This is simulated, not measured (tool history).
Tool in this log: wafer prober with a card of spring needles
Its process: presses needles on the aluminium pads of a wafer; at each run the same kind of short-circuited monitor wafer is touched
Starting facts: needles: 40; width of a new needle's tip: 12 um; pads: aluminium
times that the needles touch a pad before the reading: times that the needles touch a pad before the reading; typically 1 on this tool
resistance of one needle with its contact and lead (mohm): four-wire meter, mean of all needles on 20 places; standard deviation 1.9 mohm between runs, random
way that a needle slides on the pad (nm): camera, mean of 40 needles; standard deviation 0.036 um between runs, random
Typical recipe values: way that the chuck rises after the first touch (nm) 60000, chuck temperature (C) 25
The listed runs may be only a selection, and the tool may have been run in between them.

| run | hour | way that the chuck rises after the first touch (nm) | chuck temperature (C) | times that the needles touch a pad before the reading | resistance of one needle with its contact and lead (mohm) | way that a needle slides on the pad (nm) |
|---|---|---|---|---|---|---|
| 1 | 0 | 60000 | 25 | 1 | 246 | 12510 |
|  | 20.8 | tips cleaned on abrasive film |
|  | 46.1 | tips cleaned on abrasive film |
| 2 | 63.5 | 60000 | 77 | 1 | 282 | 12440 |
|  | 69.3 | tips cleaned on abrasive film |
|  | 97.9 | tips cleaned on abrasive film |
| 3 | 97.9 | 60000 | 77 | 1 | 212 | 12430 |
|  | 103.6 | height of the first contact set anew |
|  | 125.6 | tips cleaned on abrasive film |
|  | 148.7 | tips cleaned on abrasive film |
| 4 | 164.2 | 60000 | 78 | 1 | 276 | 12270 |
|  | 175.7 | tips cleaned on abrasive film |
|  | 202.1 | tips cleaned on abrasive film |
| 5 | 217.8 | 60000 | 78 | 1 | 283 | 12280 |
|  | 227.7 | tips cleaned on abrasive film |
|  | 251 | tips cleaned on abrasive film |
|  | 275.1 | tips cleaned on abrasive film |
| 6 | 275.1 | 60000 | 25 | 1 | 209 | 12190 |
|  | 301.6 | tips cleaned on abrasive film |
|  | 327.2 | tips cleaned on abrasive film |
|  | 350.3 | tips cleaned on abrasive film |
| 7 | 350.3 | 60000 | 93 | 1 | 221 | 12200 |
|  | 376.1 | tips cleaned on abrasive film |
|  | 399.1 | tips cleaned on abrasive film |
|  | 403.1 | height of the first contact set anew, once more |
| 8 | 407.7 | 60000 | 93 | 1 | 258 | 12850 |
|  | 425.6 | tips cleaned on abrasive film |
|  | 452.6 | tips cleaned on abrasive film |
| 9 | 471.5 | 60000 | 93 | 1 | 284 | 12830 |
|  | 477.3 | tips cleaned on abrasive film |
|  | 504.4 | tips cleaned on abrasive film |
| 10 | 520.7 | 60000 | 93 | 1 | 282 | 12720 |
|  | 531.5 | tips cleaned on abrasive film |
|  | 554.7 | tips cleaned on abrasive film |
| 11 | 554.7 | 60000 | 25 | 3 | 198 | 12700 |
|  | 578.2 | tips cleaned on abrasive film |
|  | 603.8 | tips cleaned on abrasive film |
| 12 | 623 | 60000 | 25 | 3 | 230 | 12740 |
|  | 628.8 | tips cleaned on abrasive film |
|  | 653 | tips cleaned on abrasive film |
|  | 677.2 | tips cleaned on abrasive film |
| 13 | 677.2 | 60000 | 25 | 1 | 208 | 12650 |
|  | 702.4 | tips cleaned on abrasive film |
|  | 727.2 | tips cleaned on abrasive film |
| 14 | 729.7 | 60000 | 25 | 1 | 221 | 12610 |
|  | 752.7 | tips cleaned on abrasive film |
|  | 779.3 | tips cleaned on abrasive film |
| 15 | 785.1 | 60000 | 38 | 1 | 249 | 12610 |
|  | 806.5 | tips cleaned on abrasive film |
|  | 833.4 | tips cleaned on abrasive film |
| 16 | 848.9 | 60000 | 38 | 2 | 246 | 12540 |
|  | 858.3 | tips cleaned on abrasive film |
|  | 883.5 | tips cleaned on abrasive film |
|  | 907.1 | tips cleaned on abrasive film |
| 17 | 917.5 | 60000 | 100 | 1 | 270 | 12450 |
|  | 933.8 | tips cleaned on abrasive film |
|  | 939.9 | height of the first contact set anew |
| 18 | 949.2 | 63000 | 104 | 2 | 249 | 13510 |
|  | 959.9 | tips cleaned on abrasive film |
|  | 986.6 | tips cleaned on abrasive film |
| 19 | 996.6 | 63000 | 104 | 2 | 245 | 13420 |
|  | 1012 | tips cleaned on abrasive film |
|  | 1040.1 | tips cleaned on abrasive film |
|  | 1066.6 | tips cleaned on abrasive film |
| 20 | 1070.3 | 63000 | 107 | 1 | 240 | 13450 |
|  | 1090.4 | tips cleaned on abrasive film |
|  | 1116.2 | tips cleaned on abrasive film |
| 21 | 1129.9 | 55000 | 115 | 1 | 297 | 11630 |
|  | 1140.6 | tips cleaned on abrasive film |
|  | 1165.9 | tips cleaned on abrasive film |
|  | 1189 | tips cleaned on abrasive film |
| 22 | 1200.9 | 45000 | 25 | 1 | 304 | 9410 |
|  | 1214.7 | tips cleaned on abrasive film |
| 23 | 1237.2 | 45000 | 25 | 1 | 347 | 9360 |
|  | 1240.8 | tips cleaned on abrasive film |
|  | 1266.8 | tips cleaned on abrasive film |
| 24 | 1280.2 | 45000 | 25 | 1 | 329 | 9380 |
|  | 1290 | tips cleaned on abrasive film |
|  | 1316.5 | tips cleaned on abrasive film |
|  | 1343.5 | tips cleaned on abrasive film |
| 25 | 1351.5 | 52000 | 66 | 2 | 247 | 10860 |
|  | 1372.1 | tips cleaned on abrasive film |
| 26 | 1391.5 | 52000 | 30 | 2 | 268 | 10780 |
|  | 1396.1 | tips cleaned on abrasive film |
|  | 1421.8 | tips cleaned on abrasive film |
| 27 | 1432 | 52000 | 30 | 2 | 255 | 10780 |
|  | 1446.8 | tips cleaned on abrasive film |
|  | 1471.8 | tips cleaned on abrasive film |
|  | 1480.2 | height of the first contact set anew |
| 28 | 1485.4 | 52000 | 30 | 2 | 255 | 11120 |

Subtracting, for every run, the result it would have given without the tool's unlogged condition from the measured result gives the following. The same run-to-run variation enters both numbers; the gauge's scatter may not:
The tool's hidden condition here consists of: debris on the tips, nm; way that the needles fall short of the set height, um; tips' diameter, um; drift of the gauge itself on contact_mohm, %; drift of the gauge itself on scrub_um, %.
| run | resistance of one needle with its contact and lead (mohm) | way that a needle slides on the pad (nm) |
|---|---|---|
| 1 | +45 | -290 |
| 2 | +73 | -320 |
| 3 | +6 | -360 |
| 4 | +64 | -500 |
| 5 | +68 | -530 |
| 6 | +8 | -570 |
| 7 | +7 | -620 |
| 8 | +43 | +0 |
| 9 | +68 | -30 |
| 10 | +67 | -60 |
| 11 | +2 | -100 |
| 12 | +30 | -120 |
| 13 | +7 | -170 |
| 14 | +21 | -190 |
| 15 | +47 | -230 |
| 16 | +43 | -260 |
| 17 | +54 | -300 |
| 18 | +36 | +0 |
| 19 | +30 | -40 |
| 20 | +24 | -100 |
| 21 | +74 | -130 |
| 22 | +99 | -190 |
| 23 | +147 | -210 |
| 24 | +126 | -240 |
| 25 | +40 | -290 |
| 26 | +70 | -310 |
| 27 | +54 | -350 |
| 28 | +53 | +0 |
